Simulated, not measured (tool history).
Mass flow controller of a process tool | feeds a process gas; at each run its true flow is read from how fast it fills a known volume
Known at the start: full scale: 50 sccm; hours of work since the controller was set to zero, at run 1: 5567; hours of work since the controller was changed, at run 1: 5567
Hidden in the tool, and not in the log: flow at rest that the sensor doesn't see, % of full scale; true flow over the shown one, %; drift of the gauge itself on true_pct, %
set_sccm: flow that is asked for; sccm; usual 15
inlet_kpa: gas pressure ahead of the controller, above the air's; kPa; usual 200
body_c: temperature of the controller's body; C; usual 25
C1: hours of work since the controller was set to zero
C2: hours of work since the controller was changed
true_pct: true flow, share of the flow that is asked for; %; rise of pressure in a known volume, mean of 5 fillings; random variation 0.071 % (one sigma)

run 1 hour=0.0 | set_sccm=15 inlet_kpa=200 body_c=25 | C1=5567 C2=5567 | true_pct=94.64
run 2 hour=187.8 | set_sccm=15 inlet_kpa=200 body_c=25 | C1=5694 C2=5694 | true_pct=94.61
run 3 hour=393.3 | set_sccm=15 inlet_kpa=200 body_c=25 | C1=5833 C2=5833 | true_pct=94.39
run 4 hour=577.6 | set_sccm=15 inlet_kpa=200 body_c=25 | C1=5958 C2=5958 | true_pct=94.25
run 5 hour=692.1 | set_sccm=15 inlet_kpa=200 body_c=25 | C1=6036 C2=6036 | true_pct=94.16
run 6 hour=852.9 | set_sccm=15 inlet_kpa=200 body_c=25 | C1=6144 C2=6144 | true_pct=94.20
run 7 hour=965.0 | set_sccm=15 inlet_kpa=200 body_c=25 | C1=6220 C2=6220 | true_pct=94.11
run 8 hour=1134.4 | set_sccm=15 inlet_kpa=200 body_c=25 | C1=6335 C2=6335 | true_pct=93.85
-- hour=1213.2 controller's zero set anew
run 9 hour=1305.0 | set_sccm=15 inlet_kpa=200 body_c=25 | C1=62 C2=6450 | true_pct=96.22
run 10 hour=1503.2 | set_sccm=15 inlet_kpa=200 body_c=25 | C1=196 C2=6585 | true_pct=96.10
run 11 hour=1602.6 | set_sccm=15 inlet_kpa=200 body_c=25 | C1=264 C2=6652 | true_pct=96.15
run 12 hour=1733.7 | set_sccm=15 inlet_kpa=200 body_c=25 | C1=353 C2=6741 | true_pct=96.01
run 13 hour=1857.0 | set_sccm=15 inlet_kpa=200 body_c=25 | C1=436 C2=6824 | true_pct=95.82
run 14 hour=2041.4 | set_sccm=15 inlet_kpa=200 body_c=25 | C1=561 C2=6949 | true_pct=95.68
run 15 hour=2168.5 | set_sccm=15 inlet_kpa=200 body_c=36 | C1=647 C2=7036 | true_pct=96.31
run 16 hour=2279.8 | set_sccm=14 inlet_kpa=200 body_c=25 | C1=723 C2=7111 | true_pct=95.71
run 17 hour=2367.3 | set_sccm=15 inlet_kpa=200 body_c=25 | C1=782 C2=7170 | true_pct=95.59
run 18 hour=2505.1 | set_sccm=15 inlet_kpa=200 body_c=25 | C1=875 C2=7264 | true_pct=95.53
run 19 hour=2671.3 | set_sccm=15 inlet_kpa=200 body_c=25 | C1=988 C2=7376 | true_pct=95.42
run 20 hour=2817.1 | set_sccm=15 inlet_kpa=200 body_c=25 | C1=1087 C2=7475 | true_pct=95.32
run 21 hour=2994.7 | set_sccm=15 inlet_kpa=200 body_c=25 | C1=1207 C2=7595 | true_pct=95.32
run 22 hour=3176.6 | set_sccm=15 inlet_kpa=159 body_c=25 | C1=1330 C2=7718 | true_pct=95.16
run 23 hour=3300.6 | set_sccm=15 inlet_kpa=159 body_c=25 | C1=1414 C2=7803 | true_pct=95.04
run 24 hour=3407.6 | set_sccm=15 inlet_kpa=159 body_c=25 | C1=1487 C2=7875 | true_pct=95.16
run 25 hour=3588.5 | set_sccm=15 inlet_kpa=226 body_c=25 | C1=1609 C2=7998 | true_pct=94.84
run 26 hour=3736.2 | set_sccm=15 inlet_kpa=200 body_c=29 | C1=1709 C2=8098 | true_pct=95.13
run 27 hour=3870.5 | set_sccm=15 inlet_kpa=169 body_c=35 | C1=1800 C2=8189 | true_pct=95.31
run 28 hour=3967.3 | set_sccm=15 inlet_kpa=169 body_c=35 | C1=1866 C2=8254 | true_pct=95.37
run 29 hour=4164.3 | set_sccm=6 inlet_kpa=200 body_c=33 | C1=2000 C2=8388 | true_pct=93.17
run 30 hour=4344.7 | set_sccm=6 inlet_kpa=200 body_c=33 | C1=2122 C2=8510 | true_pct=93.22
run 31 hour=4506.1 | set_sccm=6 inlet_kpa=200 body_c=33 | C1=2231 C2=8619 | true_pct=93.12
run 32 hour=4643.3 | set_sccm=15 inlet_kpa=177 body_c=25 | C1=2324 C2=8712 | true_pct=94.42
run 33 hour=4750.1 | set_sccm=15 inlet_kpa=200 body_c=22 | C1=2396 C2=8785 | true_pct=94.11
run 34 hour=4836.1 | set_sccm=15 inlet_kpa=200 body_c=22 | C1=2455 C2=8843 | true_pct=93.92
run 35 hour=4919.7 | set_sccm=15 inlet_kpa=200 body_c=23 | C1=2511 C2=8900 | true_pct=94.07
run 36 hour=5072.5 | set_sccm=37 inlet_kpa=156 body_c=38 | C1=2615 C2=9003 | true_pct=96.07
run 37 hour=5276.2 | set_sccm=37 inlet_kpa=156 body_c=38 | C1=2753 C2=9141 | true_pct=95.95
run 38 hour=5367.3 | set_sccm=37 inlet_kpa=156 body_c=38 | C1=2815 C2=9203 | true_pct=95.80
run 39 hour=5506.0 | set_sccm=41 inlet_kpa=233 body_c=21 | C1=2909 C2=9297 | true_pct=94.61
run 40 hour=5652.4 | set_sccm=49 inlet_kpa=243 body_c=29 | C1=3008 C2=9396 | true_pct=95.23
run 41 hour=5778.5 | set_sccm=49 inlet_kpa=243 body_c=29 | C1=3093 C2=9481 | true_pct=95.10
run 42 hour=5881.5 | set_sccm=15 inlet_kpa=148 body_c=25 | C1=3163 C2=9551 | true_pct=93.78
run 43 hour=6052.5 | set_sccm=15 inlet_kpa=176 body_c=28 | C1=3279 C2=9667 | true_pct=93.64
run 44 hour=6249.0 | set_sccm=15 inlet_kpa=166 body_c=23 | C1=3412 C2=9800 | true_pct=93.34

Some steps in true_pct between neighbouring runs. How much of each would the tool show without its hidden state too (settings, what came in, random variation), and how much is left for the hidden state, with any gauge scatter that isn't in both results?
Run 8 -> 9: controller's zero set anew. true_pct +2.37 %: hidden state +2.35, all else +0.02.
Run 28 -> 29: set_sccm 15 -> 6, inlet_kpa 169 -> 200, body_c 35 -> 33. true_pct -2.20 %: hidden state -1.74, all else -0.46.
Run 31 -> 32: set_sccm 6 -> 15, inlet_kpa 200 -> 177, body_c 33 -> 25. true_pct +1.30 %: hidden state +1.68, all else -0.38.
Run 35 -> 36: set_sccm 15 -> 37, inlet_kpa 200 -> 156, body_c 23 -> 38. true_pct +2.00 %: hidden state +0.70, all else +1.30.
